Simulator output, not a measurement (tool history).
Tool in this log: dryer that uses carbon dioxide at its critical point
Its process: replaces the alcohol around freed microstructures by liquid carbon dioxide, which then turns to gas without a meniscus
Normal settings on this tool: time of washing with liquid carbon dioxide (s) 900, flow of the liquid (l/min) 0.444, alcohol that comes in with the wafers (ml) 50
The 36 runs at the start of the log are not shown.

run     day  time of washing with liquid carbon dioxide (s)  flow of the liquid (l/min)  alcohol that comes in with the wafers (ml)  hours of work since the filter was changed  hours of work since the purifier's bed was changed  alcohol left in the vessel before it's heated (ppm by volume)
 37  28.233                                             720                       0.527                                          25                                         258                                                 234                                                            240
 38  29.229                                            1140                       0.527                                          83                                         276                                                 252                                                            144
 39  30.092                                            1140                       0.527                                          83                                         292                                                 268                                                            139
 40  30.858                                             960                       0.424                                          50                                         305                                                 281                                                            314
 41  31.704                                             600                       0.404                                          88                                         321                                                 297                                                           3264
     32.488  -- inlet filter changed
 42  32.604                                             780                       0.444                                          35                                           2                                                 312                                                            379
 43  33.083                                             780                       0.345                                          20                                          11                                                 321                                                            548
 44  33.629                                             660                       0.746                                          66                                          21                                                 331                                                            218
 45  34.096                                             660                       0.746                                          66                                          29                                                 339                                                            220
 46  35.075                                             720                       0.404                                          53                                          47                                                 357                                                            989
 47  35.788                                            1260                       0.295                                          88                                          59                                                 369                                                            567
 48  36.221                                            1260                       0.495                                          41                                          67                                                 377                                                            179

What if the next run were any one of these 3? Each begins from the tool's condition after run 48:
  A  37.058                                             900                       0.508                                         112                                          82                                                 392                                                              ?
  B  37.058                                            1200                       0.349                                          50                                          82                                                 392                                                              ?
  C  37.058                                             900                       0.298                                          30                                          82                                                 392                                                              ?

run  alcohol left in the vessel before it's heated (ppm by volume)
  A                                                            348
  B                                                            306
  C                                                            797
The same runs, with their run-to-run variation unchanged, on a tool lacking any hidden condition would have given:
run  alcohol left in the vessel before it's heated (ppm by volume)
  A                                                            163
  B                                                            120
  C                                                            589
